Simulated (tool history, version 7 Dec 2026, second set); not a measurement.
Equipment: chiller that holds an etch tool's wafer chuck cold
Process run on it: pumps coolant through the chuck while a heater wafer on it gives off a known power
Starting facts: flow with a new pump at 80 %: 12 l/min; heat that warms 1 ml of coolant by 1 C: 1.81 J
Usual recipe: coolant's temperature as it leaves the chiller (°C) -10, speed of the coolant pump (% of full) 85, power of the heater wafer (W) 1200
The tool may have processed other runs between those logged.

| run | hour | coolant's temperature as it leaves the chiller (°C) | speed of the coolant pump (% of full) | power of the heater wafer (W) | chuck's temperature once it has settled (°C) | how much warmer the coolant comes back (C) |
|---|---|---|---|---|---|---|
| 1 | 0 | -10 | 85 | 1200 | -0.5 | 3.44 |
| 2 | 56.2 | -10 | 85 | 1200 | -0.4 | 3.41 |
| 3 | 190.1 | -8 | 85 | 1200 | 1.8 | 3.43 |
| 4 | 253.2 | -8 | 85 | 1200 | 1.9 | 3.5 |
| 5 | 373 | -8 | 85 | 1200 | 2.1 | 3.45 |
| 6 | 504.7 | -8 | 85 | 1200 | 2.2 | 3.54 |
| 7 | 619.5 | -10 | 85 | 1200 | 0 | 3.58 |
| 8 | 723.2 | -10 | 85 | 1380 | 1.8 | 4.07 |
| 9 | 795.1 | -10 | 85 | 1380 | 2.1 | 4.05 |
| 10 | 877.7 | -12 | 85 | 804 | -5 | 2.4 |
|  | 900.4 | coolant changed, channels flushed |
| 11 | 1009.4 | -15 | 78 | 1431 | -3.8 | 4.68 |
| 12 | 1074.9 | -15 | 78 | 1431 | -3.9 | 4.71 |
| 13 | 1206.6 | -15 | 78 | 1063 | -6.6 | 3.5 |
|  | 1273.7 | coolant pump overhauled |
| 14 | 1281.8 | -15 | 78 | 1063 | -7.4 | 3.04 |
| 15 | 1397.7 | -19 | 78 | 1492 | -8.5 | 4.18 |

4 ways to go on from here, each from the tool as it stands after run 15. What would each give?
| A | 1530 | -15 | 88 | 615 | ? | ? |
| B | 1530 | -15 | 85 | 1200 | ? | ? |
| C | 1530 | -19 | 64 | 1492 | ? | ? |
| D | 1530 | -14 | 72 | 1064 | ? | ? |

| run | chuck's temperature once it has settled (°C) | how much warmer the coolant comes back (C) |
|---|---|---|
| A | -10.7 | 1.56 |
| B | -6.7 | 3.16 |
| C | -6.6 | 5.29 |
| D | -5.9 | 3.34 |
Take away the tool's hidden state, keep each run's random variation, and the runs would have read:
| run | chuck's temperature once it has settled (°C) | how much warmer the coolant comes back (C) |
|---|---|---|
| A | -11.1 | 1.55 |
| B | -7.3 | 3.14 |
| C | -7.2 | 5.26 |
| D | -6.4 | 3.32 |
